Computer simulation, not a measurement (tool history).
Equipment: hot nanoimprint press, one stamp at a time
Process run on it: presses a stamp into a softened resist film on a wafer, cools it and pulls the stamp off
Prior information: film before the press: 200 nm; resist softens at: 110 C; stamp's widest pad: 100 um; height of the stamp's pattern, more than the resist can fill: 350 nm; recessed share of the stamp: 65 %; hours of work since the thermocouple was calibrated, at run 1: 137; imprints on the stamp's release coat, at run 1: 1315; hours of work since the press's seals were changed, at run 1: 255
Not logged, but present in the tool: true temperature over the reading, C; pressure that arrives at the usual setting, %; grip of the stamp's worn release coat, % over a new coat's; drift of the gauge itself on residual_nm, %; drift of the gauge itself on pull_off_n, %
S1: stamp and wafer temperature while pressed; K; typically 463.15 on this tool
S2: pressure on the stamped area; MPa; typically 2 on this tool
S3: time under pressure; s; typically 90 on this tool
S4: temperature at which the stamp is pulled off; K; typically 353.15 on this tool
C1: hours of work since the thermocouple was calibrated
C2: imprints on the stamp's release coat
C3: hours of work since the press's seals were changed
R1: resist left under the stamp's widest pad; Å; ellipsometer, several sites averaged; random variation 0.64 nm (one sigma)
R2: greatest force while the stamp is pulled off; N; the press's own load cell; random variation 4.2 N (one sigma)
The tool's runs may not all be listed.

run     day      S1    S2   S3      S4   C1    C2   C3    R1   R2
  1       0  463.15     2   90  353.15  137  1315  255  1111  273
  2   0.404  463.15     2   90  353.15  144  1344  262  1107  262
  3   0.867  471.15     2   90  353.15  151  1377  269   951  271
  4   1.171  471.15     2   90  353.15  156  1398  274   954  277
  5   1.642  471.15     2   90  353.15  164  1432  282   942  267
  6   1.988  471.15     2   90  353.15  169  1456  287   957  269
  7   2.333  471.15     2   90  353.15  175  1480  293   950  265
  8   2.733  471.15     2   90  353.15  182  1509  300   953  278
  9   3.229  471.15     2   90  353.15  190  1544  308   936  285
 10   3.688  471.15     2   90  353.15  197  1577  315   956  283
 11   3.992  463.15     2   90  352.15  202  1598  320  1129  283
 12   4.304  463.15     2   90  353.15  207  1620  325  1130  273
 13   4.721  463.15     2   90  353.15  214  1650  332  1127  284
 14   5.158  463.15  1.79   90  353.15  221  1681  339  1195  280
 15   5.529  463.15  1.79   90  353.15  227  1707  345  1185  289
 16   5.867  463.15  1.79   90  353.15  233  1731  351  1179  290
 17   6.342  463.15  1.79   90  353.15  240  1764  359  1176  294
 18   6.721  463.15  1.79   90  353.15  247  1791  365  1180  292
 19   7.138  461.15     2   90  352.15  253  1821  372  1174  292
 20   7.383  455.15     2   90  353.15  257  1838  376  1328  294
 21   7.758  465.15     2   81  353.15  264  1865  382  1132  300
 22   8.208  466.15  1.25   79  353.15  271  1897  389  1322  294
 23   8.575  466.15  1.25   79  353.15  277  1923  395  1320  303
 24   8.796  460.15  1.96  121  351.15  281  1938  399  1109  313
 25   9.229  459.15     2  167  353.15  288  1969  406  1015  301
 26   9.596  459.15     2  167  353.15  294  1995  412  1015  298
 27   9.979  463.15  2.48  105  353.15  300  2022  418   986  302
 28  10.346  463.15  2.48  105  353.15  306  2048  424   993  294
 29  10.767  463.15  2.48  105  353.15  313  2078  431   989  304
 30  11.108  463.15  2.48   68  347.15  318  2102  436  1144  328
 31  11.508  453.15  1.31   90  359.15  325  2131  443  1570  297

Here are 3 independent what-if runs from the current tool condition. What would each one return?
  A  12.038  463.15     2  90  353.15  333  2168  452   ?   ?
  B  12.038  472.15  1.31  90  349.15  333  2168  452   ?   ?
  C  12.038  453.15  1.31  71  349.15  333  2168  452   ?   ?

run    R1   R2
  A  1148  308
  B  1137  321
  C  1612  327
With the hidden condition removed and each run's random variation left untouched, the same runs would have given:
run    R1   R2
  A  1096  201
  B  1096  210
  C  1574  214
